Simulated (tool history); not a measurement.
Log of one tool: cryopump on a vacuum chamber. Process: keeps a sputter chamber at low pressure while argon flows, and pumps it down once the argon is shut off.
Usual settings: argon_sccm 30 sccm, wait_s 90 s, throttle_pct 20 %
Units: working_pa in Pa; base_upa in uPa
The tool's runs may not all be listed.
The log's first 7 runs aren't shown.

| run | hour | argon_sccm | wait_s | throttle_pct | hours of work since the pump was warmed up and emptied | hours of work since the cold head was overhauled | hours of work since the chamber's fittings were tightened | working_pa | base_upa |
|---|---|---|---|---|---|---|---|---|---|
| 8 | 326.5 | 30 | 90 | 20 | 416 | 416 | 675 | 0.18 | 1.72 |
| 9 | 380.3 | 30 | 34 | 20 | 440 | 440 | 699 | 0.1822 | 3.38 |
| 10 | 426.4 | 30 | 153 | 20 | 460 | 460 | 719 | 0.184 | 1.28 |
| 11 | 468.7 | 30 | 90 | 17 | 479 | 479 | 738 | 0.2117 | 1.73 |
| 12 | 501.9 | 30 | 90 | 17 | 494 | 494 | 753 | 0.2133 | 1.73 |
| 13 | 554.9 | 30 | 90 | 17 | 517 | 517 | 776 | 0.2133 | 1.8 |
| 14 | 596.9 | 30 | 96 | 20 | 536 | 536 | 795 | 0.1832 | 1.65 |
| 15 | 665.7 | 45 | 90 | 20 | 566 | 566 | 825 | 0.2748 | 1.79 |
| 16 | 703.6 | 30 | 90 | 34 | 583 | 583 | 842 | 0.1103 | 1.77 |
| 17 | 761 | 30 | 90 | 20 | 609 | 609 | 867 | 0.183 | 1.78 |
| 18 | 800.6 | 30 | 90 | 20 | 626 | 626 | 885 | 0.1817 | 1.76 |
| 19 | 837.5 | 17 | 82 | 20 | 643 | 643 | 901 | 0.1029 | 1.93 |

Forecast run 20:
| 20 | 877.5 | 17 | 82 | 20 | 660 | 660 | 919 | ? | ? |

{"run 20": {"working_pa": 0.1038, "base_upa": 1.94}}
Without the tool's hidden state the same run would have given working_pa 0.1 Pa, base_upa 1.34 uPa.
